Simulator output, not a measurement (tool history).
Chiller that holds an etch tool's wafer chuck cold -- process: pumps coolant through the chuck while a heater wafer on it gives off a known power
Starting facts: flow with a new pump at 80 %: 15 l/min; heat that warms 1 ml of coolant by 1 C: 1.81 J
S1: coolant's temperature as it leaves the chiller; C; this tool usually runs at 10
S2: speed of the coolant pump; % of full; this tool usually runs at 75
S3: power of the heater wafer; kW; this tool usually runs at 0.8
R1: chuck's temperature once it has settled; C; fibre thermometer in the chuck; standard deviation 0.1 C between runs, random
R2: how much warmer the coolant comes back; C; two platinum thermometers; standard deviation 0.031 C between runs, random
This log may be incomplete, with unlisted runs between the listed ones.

run,hour,S1,S2,S3,R1,R2
1,0,10,75,0.8,18.1,1.86
2,58.8,10,75,0.8,18.2,1.83
3,131.6,10,75,0.8,17.9,1.94
# hour 175.1: chiller's thermometer calibrated
4,189.5,10,75,0.8,18,1.95
5,280.2,10,75,0.8,18,1.93
6,368,1,75,0.8,9.2,1.96
7,421,1,75,0.8,9,1.98
8,497,1,75,0.8,9.2,2.04
# hour 545.9: coolant changed, channels flushed
9,573.4,1,63,0.8,9.9,2.38
10,658.8,1,63,0.8,9.7,2.39
11,699.9,10,75,0.8,18.1,2.03
12,764.8,10,75,0.8,18.2,2.08
13,810.3,10,75,0.621,16.1,1.71
14,898.7,10,75,0.621,16.1,1.74
15,965.1,10,75,0.8,18.1,2.14
16,1043,10,95,1.101,19.9,2.3
17,1082.6,10,69,1.058,21.2,2.95
18,1127.6,10,98,0.556,14.8,1.33
19,1194.4,10,65,0.582,16.4,1.86
20,1283.6,10,65,0.582,16.1,1.89
21,1370.8,10,65,0.582,16.5,1.9
22,1460.3,9,81,0.439,13.5,1.34
23,1533.2,10,71,0.8,18.2,2.42
# hour 1603.4: gauge calibrated
24,1605.5,10,71,0.8,18.1,1.96
25,1642.2,10,71,0.8,18.3,1.94
26,1712,16,75,0.8,24,1.92
27,1758.4,17,96,1.115,27,2.12
28,1847.9,17,96,1.115,27,2.1
29,1884.9,12,61,0.527,17.9,1.55
30,1969.7,9,75,0.8,17,2

4 options for the next run, each taken on its own from the tool as it stands now. Forecast them:
A,2036.8,10,77,0.991,?,?
B,2036.8,0,94,0.74,?,?
C,2036.8,10,75,0.466,?,?
D,2036.8,10,67,0.8,?,?

run,R1,R2
A,19.7,2.4
B,6.7,1.5
C,15,1.21
D,18.4,2.23
With no hidden state in the tool, these same runs would have given:
run,R1,R2
A,19.7,2.29
B,6.7,1.39
C,15,1.1
D,18.4,2.11

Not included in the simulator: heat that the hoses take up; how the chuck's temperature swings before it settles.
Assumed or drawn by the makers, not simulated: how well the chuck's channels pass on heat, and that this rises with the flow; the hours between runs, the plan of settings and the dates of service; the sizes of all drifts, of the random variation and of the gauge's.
